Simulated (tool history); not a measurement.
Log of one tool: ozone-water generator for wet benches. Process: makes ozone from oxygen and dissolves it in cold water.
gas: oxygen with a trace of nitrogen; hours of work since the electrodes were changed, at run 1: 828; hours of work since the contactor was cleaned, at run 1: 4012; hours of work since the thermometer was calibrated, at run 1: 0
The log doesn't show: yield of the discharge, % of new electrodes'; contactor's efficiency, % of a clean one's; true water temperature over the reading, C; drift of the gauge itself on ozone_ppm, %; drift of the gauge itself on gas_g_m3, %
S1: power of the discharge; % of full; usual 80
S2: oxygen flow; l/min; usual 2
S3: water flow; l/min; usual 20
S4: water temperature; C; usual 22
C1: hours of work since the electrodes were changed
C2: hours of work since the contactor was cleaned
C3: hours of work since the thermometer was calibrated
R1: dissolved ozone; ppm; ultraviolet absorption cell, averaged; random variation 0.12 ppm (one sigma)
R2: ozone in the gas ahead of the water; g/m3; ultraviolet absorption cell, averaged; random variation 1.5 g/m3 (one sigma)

run    hour  S1    S2  S3  S4    C1    C2    C3    R1     R2
  1       0  80     2  20  22   828  4012     0  12.6  284.1
  2   129.1  80     2  15  22   916  4100    88  16.9  282.4
  3   327.5  80     2  20  22  1051  4236   224  12.4  283.4
  4   496.8  80     2  20  22  1167  4352   340  12.3  282.7
  5   706.7  52     2  20  22  1311  4495   483   9.7  220.8
      819.5  -- contactor cleaned
  6   861.9  52     2  20  22  1414    29   586   9.8  222.9
  7  1059.4  52  3.22  20  22  1549   164   721  10.2  167.4
  8    1236  52  3.22  20  22  1670   285   842  10.1  165.5
  9  1340.9  52  3.22  20  22  1741   356   914  10.1    165
 10  1499.9  80     2  20  15  1850   465  1022  13.1  280.5
 11  1686.6  80     2  20  15  1978   593  1150  13.1  283.6
 12  1785.6  80     2  20  15  2045   660  1218  13.2  281.9
 13  1932.9  80     2  20  15  2146   761  1318  13.2  282.2
 14  2110.8  81  1.31  15  19  2267   883  1440  16.8  367.2
 15  2268.8  41  1.59  19  17  2375   990  1548   9.2  226.7
 16  2429.6  41  1.59  19  17  2485  1100  1658   9.2  225.6
 17  2627.7  41  1.59  19  17  2621  1236  1793   9.2  222.6
 18  2724.2  80  1.18  20  17  2687  1302  1859  11.7  387.4
 19  2901.4  91  2.83  13  22  2808  1423  1980  21.2    240
 20  3020.4  91  2.83  13  22  2889  1504  2062  21.1  240.8
 21  3154.3  91  2.83  13  22  2981  1596  2153  20.8  240.1
 22  3328.6  71     2  20  22  3100  1715  2272  11.7  261.1
 23  3482.6  87  2.71  13  22  3205  1820  2377  20.6  241.3

4 ways to go on from here, each from the tool as it stands after run 23. What would each give?
  A  3642.8  87  2.71  27  22  3314  1930  2487   ?   ?
  B  3642.8  80  1.93  20  22  3314  1930  2487   ?   ?
  C  3642.8  87  2.21  13  15  3314  1930  2487   ?   ?
  D  3642.8  79  2.38  25  22  3314  1930  2487   ?   ?

run    R1     R2
  A   9.3  240.4
  B  12.6  284.4
  C  22.3    272
  D   9.7  246.8
Without the tool's hidden state the same runs would have given:
run    R1     R2
  A   9.3  246.1
  B  12.6  291.2
  C  22.3  278.5
  D   9.7  252.7
